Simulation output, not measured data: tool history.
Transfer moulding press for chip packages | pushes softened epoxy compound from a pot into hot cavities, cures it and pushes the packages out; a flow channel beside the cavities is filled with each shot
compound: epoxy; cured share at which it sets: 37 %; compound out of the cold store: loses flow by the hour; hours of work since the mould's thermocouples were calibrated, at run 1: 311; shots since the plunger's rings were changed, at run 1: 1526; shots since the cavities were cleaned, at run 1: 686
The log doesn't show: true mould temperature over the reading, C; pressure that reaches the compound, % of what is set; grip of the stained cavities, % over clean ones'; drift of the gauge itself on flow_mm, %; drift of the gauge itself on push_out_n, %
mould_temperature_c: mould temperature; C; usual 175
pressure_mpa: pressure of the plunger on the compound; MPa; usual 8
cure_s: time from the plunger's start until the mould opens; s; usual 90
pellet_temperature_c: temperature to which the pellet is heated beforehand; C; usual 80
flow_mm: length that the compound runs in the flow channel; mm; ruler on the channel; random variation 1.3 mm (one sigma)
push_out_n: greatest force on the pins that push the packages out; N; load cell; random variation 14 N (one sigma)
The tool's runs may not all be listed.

run,hour,mould_temperature_c,pressure_mpa,cure_s,pellet_temperature_c,hours of work since the mould's thermocouples were calibrated,shots since the plunger's rings were changed,shots since the cavities were cleaned,incoming compound's hours out of the cold store,flow_mm,push_out_n
1,0,175,8,90,80,311,1526,686,43.7,693,679
2,26.5,175,8,90,80,326,1815,975,31,710,670
3,44,175,8,90,80,335,2005,1165,33.3,710,701
# hour 47.8: cavities cleaned with cleaning compound and waxed
4,67.5,175,8,90,80,348,2244,215,34.2,707,706
5,92.8,175,8,90,80,361,2520,491,23.6,722,726
6,115.3,175,8,90,80,374,2765,736,28.5,715,711
# hour 119: plunger's sealing rings changed
7,132.7,175,8,90,80,382,149,898,14.3,734,731
8,158.2,179,6.07,90,80,396,427,1176,30.4,607,554
# hour 161.5: cavities cleaned with cleaning compound and waxed
9,181.3,170,9.28,91,85,408,662,216,26.5,791,972
10,204.5,170,9.28,91,85,420,915,469,15.2,809,1040
11,224.2,168,8,90,83,431,1129,683,11.3,767,1217
12,240.7,168,8,90,83,440,1309,863,37.9,727,1214
13,258.7,168,8,70,84,450,1505,1059,10.5,769,1997
# hour 271.9: cavities cleaned with cleaning compound and waxed
14,280.2,168,8,73,88,461,1723,91,16.4,758,1848

3 ways to go on from here, each from the tool as it stands after run 14. What would each give?
A,300.9,176,8,90,80,472,1948,316,45.9,?,?
B,300.9,168,9.91,73,76,472,1948,316,38.7,?,?
C,300.9,175,7.95,116,80,472,1948,316,18.2,?,?

run,flow_mm,push_out_n
A,687,648
B,806,1831
C,725,483
Without the tool's hidden state the same runs would have given:
run,flow_mm,push_out_n
A,687,642
B,806,1812
C,725,478
